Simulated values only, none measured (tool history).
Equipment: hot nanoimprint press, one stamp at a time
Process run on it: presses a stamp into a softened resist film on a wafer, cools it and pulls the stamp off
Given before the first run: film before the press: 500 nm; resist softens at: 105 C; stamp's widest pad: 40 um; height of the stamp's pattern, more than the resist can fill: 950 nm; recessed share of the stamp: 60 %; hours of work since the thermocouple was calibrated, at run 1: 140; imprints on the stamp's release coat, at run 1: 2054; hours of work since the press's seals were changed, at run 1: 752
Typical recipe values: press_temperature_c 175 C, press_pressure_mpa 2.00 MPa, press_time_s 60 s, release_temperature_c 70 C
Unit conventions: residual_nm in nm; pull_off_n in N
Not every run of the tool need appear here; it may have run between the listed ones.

run   hour  press_temperature_c  press_pressure_mpa  press_time_s  release_temperature_c  hours of work since the thermocouple was calibrated  imprints on the stamp's release coat  hours of work since the press's seals were changed  residual_nm  pull_off_n
  1    0.0                  175                2.00            60                     70                                                  140                                  2054                                                 752        225.9         407
  2   21.2                  175                2.00            60                     70                                                  152                                  2146                                                 763        227.8         409
  3   53.4                  175                2.00            60                     66                                                  169                                  2285                                                 781        226.8         446
  4   77.2                  175                2.00            60                     75                                                  182                                  2388                                                 794        228.5         420
      90.7  -- stamp cleaned and given a new release coat
  5  110.7                  175                2.00            60                     75                                                  197                                    87                                                 809        229.4         203
  6  137.6                  175                2.00            60                     70                                                  212                                   203                                                 823        229.1         231
  7  167.2                  175                2.00            60                     70                                                  228                                   332                                                 840        231.9         247
  8  182.3                  175                2.00            60                     70                                                  236                                   397                                                 848        232.1         244
  9  201.5                  175                2.00            60                     70                                                  246                                   480                                                 858        230.4         260
 10  222.1                  175                2.00            60                     70                                                  258                                   570                                                 869        232.3         263
     227.9  -- plate thermocouple calibrated
 11  241.0                  175                2.00            60                     70                                                    7                                   639                                                 878        240.1         281
 12  258.1                  175                2.00            60                     70                                                   16                                   713                                                 887        240.8         285
 13  279.1                  175                2.00            60                     70                                                   28                                   804                                                 899        240.8         283
 14  306.7                  175                2.00            53                     70                                                   43                                   924                                                 914        254.3         295
 15  323.9                  175                2.00            60                     70                                                   52                                   998                                                 923        241.1         309
     328.9  -- plate thermocouple calibrated, once more
 16  357.9                  175                2.00           117                     70                                                   16                                  1132                                                 940        165.5         315
 17  391.3                  166                2.08            32                     74                                                   34                                  1277                                                 958        374.1         316
 18  423.8                  165                2.08            45                     74                                                   52                                  1418                                                 976        356.0         321
 19  449.0                  165                2.08            45                     74                                                   65                                  1527                                                 990        356.7         339
 20  463.7                  165                2.08            45                     74                                                   73                                  1591                                                 998        358.1         345
 21  497.9                  175                1.23            93                     70                                                   92                                  1740                                                1016        223.4         369
 22  523.5                  177                2.00            66                     70                                                  106                                  1850                                                1030        197.0         363
 23  548.4                  187                2.51            60                     66                                                  120                                  1958                                                1044        120.6         414
 24  572.8                  171                2.00            50                     70                                                  133                                  2064                                                1057        284.0         401
 25  590.4                  171                2.00            50                     70                                                  142                                  2140                                                1067        287.2         424
 26  620.5                  171                2.00            50                     70                                                  159                                  2271                                                1083        288.8         433
     637.9  -- press's hydraulic seals changed and the load cell set to zero
 27  649.2                  175                2.00            41                     76                                                  170                                  2361                                                   6        253.0         407
     668.6  -- stamp cleaned and given a new release coat
 28  672.9                  175                2.00            41                     76                                                  180                                    18                                                  16        253.0         201
 29  705.8                  175                2.00            91                     70                                                  198                                   161                                                  34        185.9         230
 30  734.7                  175                1.55            60                     71                                                  214                                   286                                                  50        242.9         238
 31  762.8                  166                1.22            60                     63                                                  229                                   408                                                  65        368.4         265

Results for each run, recomputed without the tool's hidden state and with each run's random variation untouched:
Hidden state present: true temperature over the reading, C; pressure that arrives at the usual setting, %; grip of the stamp's worn release coat, % over a new coat's; drift of the gauge itself on residual_nm, %; drift of the gauge itself on pull_off_n, %.
run  residual_nm  pull_off_n
  1        214.1         213
  2        215.3         209
  3        213.5         220
  4        214.6         201
  5        214.6         194
  6        213.7         212
  7        215.5         216
  8        215.3         209
  9        213.2         215
 10        214.4         211
 11        214.0         219
 12        214.1         217
 13        213.7         209
 14        225.8         209
 15        212.9         214
 16        160.6         214
 17        367.5         206
 18        347.9         200
 19        347.9         205
 20        348.9         205
 21        217.0         210
 22        187.5         201
 23        112.6         222
 24        271.3         210
 25        273.7         218
 26        274.3         215
 27        248.0         196
 28        247.5         199
 29        180.5         215
 30        235.9         213
 31        360.1         227
